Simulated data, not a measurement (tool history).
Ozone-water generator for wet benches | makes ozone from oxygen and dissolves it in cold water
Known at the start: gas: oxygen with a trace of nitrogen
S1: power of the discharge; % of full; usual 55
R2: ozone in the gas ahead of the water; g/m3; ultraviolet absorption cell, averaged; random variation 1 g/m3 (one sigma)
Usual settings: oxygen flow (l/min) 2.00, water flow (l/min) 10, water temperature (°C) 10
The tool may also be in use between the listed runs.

{"run": 1, "hour": 0.0, "S1": 55, "oxygen flow (l/min)": 2.0, "water flow (l/min)": 10, "water temperature (°C)": 10, "dissolved ozone (ppm)": 12.4, "R2": 172.8}
{"run": 2, "hour": 14.7, "S1": 55, "oxygen flow (l/min)": 2.0, "water flow (l/min)": 10, "water temperature (°C)": 10, "dissolved ozone (ppm)": 12.3, "R2": 171.9}
{"run": 3, "hour": 41.7, "S1": 55, "oxygen flow (l/min)": 2.0, "water flow (l/min)": 10, "water temperature (°C)": 10, "dissolved ozone (ppm)": 12.1, "R2": 172.8}
{"run": 4, "hour": 67.0, "S1": 55, "oxygen flow (l/min)": 2.0, "water flow (l/min)": 10, "water temperature (°C)": 10, "dissolved ozone (ppm)": 12.0, "R2": 170.5}
{"run": 5, "hour": 88.0, "S1": 55, "oxygen flow (l/min)": 2.0, "water flow (l/min)": 10, "water temperature (°C)": 10, "dissolved ozone (ppm)": 12.2, "R2": 171.4}
{"run": 6, "hour": 114.0, "S1": 55, "oxygen flow (l/min)": 1.75, "water flow (l/min)": 10, "water temperature (°C)": 10, "dissolved ozone (ppm)": 11.6, "R2": 178.2}
{"run": 7, "hour": 141.8, "S1": 55, "oxygen flow (l/min)": 1.75, "water flow (l/min)": 10, "water temperature (°C)": 10, "dissolved ozone (ppm)": 11.9, "R2": 178.5}
{"run": 8, "hour": 154.3, "S1": 55, "oxygen flow (l/min)": 2.0, "water flow (l/min)": 8, "water temperature (°C)": 10, "dissolved ozone (ppm)": 14.8, "R2": 172.3}
{"run": 9, "hour": 174.7, "S1": 55, "oxygen flow (l/min)": 2.56, "water flow (l/min)": 8, "water temperature (°C)": 10, "dissolved ozone (ppm)": 15.7, "R2": 157.6}
{"run": 10, "hour": 187.2, "S1": 55, "oxygen flow (l/min)": 2.56, "water flow (l/min)": 8, "water temperature (°C)": 10, "dissolved ozone (ppm)": 15.9, "R2": 158.1}
{"run": 11, "hour": 204.4, "S1": 55, "oxygen flow (l/min)": 2.56, "water flow (l/min)": 8, "water temperature (°C)": 10, "dissolved ozone (ppm)": 15.6, "R2": 155.4}
{"run": 12, "hour": 229.0, "S1": 80, "oxygen flow (l/min)": 2.0, "water flow (l/min)": 10, "water temperature (°C)": 10, "dissolved ozone (ppm)": 17.2, "R2": 241.8}
{"run": 13, "hour": 252.0, "S1": 55, "oxygen flow (l/min)": 2.0, "water flow (l/min)": 10, "water temperature (°C)": 10, "dissolved ozone (ppm)": 12.4, "R2": 172.5}
{"run": 14, "hour": 280.3, "S1": 55, "oxygen flow (l/min)": 2.0, "water flow (l/min)": 10, "water temperature (°C)": 10, "dissolved ozone (ppm)": 12.1, "R2": 172.0}
{"run": 15, "hour": 296.0, "S1": 55, "oxygen flow (l/min)": 2.0, "water flow (l/min)": 10, "water temperature (°C)": 10, "dissolved ozone (ppm)": 12.1, "R2": 171.8}
{"run": 16, "hour": 320.8, "S1": 53, "oxygen flow (l/min)": 2.0, "water flow (l/min)": 10, "water temperature (°C)": 10, "dissolved ozone (ppm)": 11.7, "R2": 166.1}
{"run": 17, "hour": 338.4, "S1": 53, "oxygen flow (l/min)": 2.0, "water flow (l/min)": 10, "water temperature (°C)": 10, "dissolved ozone (ppm)": 11.8, "R2": 164.5}
{"hour": 345.2, "done": "contactor cleaned"}
{"run": 18, "hour": 367.9, "S1": 53, "oxygen flow (l/min)": 2.0, "water flow (l/min)": 10, "water temperature (°C)": 10, "dissolved ozone (ppm)": 11.7, "R2": 167.2}
{"run": 19, "hour": 388.5, "S1": 53, "oxygen flow (l/min)": 2.0, "water flow (l/min)": 10, "water temperature (°C)": 10, "dissolved ozone (ppm)": 11.6, "R2": 165.0}
{"run": 20, "hour": 408.7, "S1": 48, "oxygen flow (l/min)": 2.0, "water flow (l/min)": 10, "water temperature (°C)": 10, "dissolved ozone (ppm)": 10.7, "R2": 151.8}
{"run": 21, "hour": 432.6, "S1": 48, "oxygen flow (l/min)": 2.0, "water flow (l/min)": 10, "water temperature (°C)": 10, "dissolved ozone (ppm)": 10.6, "R2": 149.7}
{"hour": 462.3, "done": "contactor cleaned, once more"}
{"run": 22, "hour": 466.1, "S1": 48, "oxygen flow (l/min)": 2.0, "water flow (l/min)": 10, "water temperature (°C)": 10, "dissolved ozone (ppm)": 11.4, "R2": 152.6}
{"run": 23, "hour": 480.3, "S1": 48, "oxygen flow (l/min)": 2.0, "water flow (l/min)": 10, "water temperature (°C)": 10, "dissolved ozone (ppm)": 11.4, "R2": 152.4}
{"run": 24, "hour": 510.4, "S1": 48, "oxygen flow (l/min)": 2.0, "water flow (l/min)": 10, "water temperature (°C)": 10, "dissolved ozone (ppm)": 11.5, "R2": 152.3}
{"run": 25, "hour": 525.9, "S1": 48, "oxygen flow (l/min)": 2.0, "water flow (l/min)": 10, "water temperature (°C)": 10, "dissolved ozone (ppm)": 11.5, "R2": 151.7}
{"run": 26, "hour": 542.6, "S1": 86, "oxygen flow (l/min)": 3.26, "water flow (l/min)": 9, "water temperature (°C)": 11, "dissolved ozone (ppm)": 23.6, "R2": 216.9}
{"run": 27, "hour": 564.6, "S1": 86, "oxygen flow (l/min)": 3.26, "water flow (l/min)": 9, "water temperature (°C)": 11, "dissolved ozone (ppm)": 23.8, "R2": 215.8}
{"run": 28, "hour": 588.6, "S1": 86, "oxygen flow (l/min)": 3.26, "water flow (l/min)": 9, "water temperature (°C)": 11, "dissolved ozone (ppm)": 23.5, "R2": 217.5}
{"run": 29, "hour": 603.0, "S1": 86, "oxygen flow (l/min)": 3.26, "water flow (l/min)": 9, "water temperature (°C)": 11, "dissolved ozone (ppm)": 23.9, "R2": 218.3}
{"run": 30, "hour": 617.2, "S1": 86, "oxygen flow (l/min)": 3.26, "water flow (l/min)": 9, "water temperature (°C)": 11, "dissolved ozone (ppm)": 23.7, "R2": 217.1}
{"run": 31, "hour": 631.1, "S1": 70, "oxygen flow (l/min)": 2.0, "water flow (l/min)": 15, "water temperature (°C)": 10, "dissolved ozone (ppm)": 11.0, "R2": 213.9}
{"run": 32, "hour": 648.9, "S1": 42, "oxygen flow (l/min)": 2.0, "water flow (l/min)": 9, "water temperature (°C)": 10, "dissolved ozone (ppm)": 11.0, "R2": 134.1}
{"run": 33, "hour": 670.6, "S1": 55, "oxygen flow (l/min)": 1.0, "water flow (l/min)": 8, "water temperature (°C)": 7, "dissolved ozone (ppm)": 12.6, "R2": 218.3}

Hidden state or all else? Some run-to-run changes of dissolved ozone (ppm), split into what the settings, what came in and random variation would give without the hidden state, and what is left for the hidden state (with any gauge scatter that isn't in both results):
The hidden state here: yield of the discharge, % of new electrodes'; contactor's efficiency, % of a clean one's; true water temperature over the reading, C; drift of the gauge itself on ozone_ppm, %; drift of the gauge itself on gas_g_m3, %.
Run 12 -> 13: S1 80 -> 55. dissolved ozone (ppm) -4.8: hidden state +0.3, all else -5.1.
Run 21 -> 22: contactor cleaned, once more. dissolved ozone (ppm) +0.8: hidden state +0.7, all else +0.1.
Run 25 -> 26: S1 48 -> 86, oxygen flow (l/min) 2.00 -> 3.26, water flow (l/min) 10 -> 9, water temperature (°C) 10 -> 11. dissolved ozone (ppm) +12.1: hidden state -0.4, all else +12.5.
Run 30 -> 31: S1 86 -> 70, oxygen flow (l/min) 3.26 -> 2.00, water flow (l/min) 9 -> 15, water temperature (°C) 11 -> 10. dissolved ozone (ppm) -12.7: hidden state +0.4, all else -13.1.
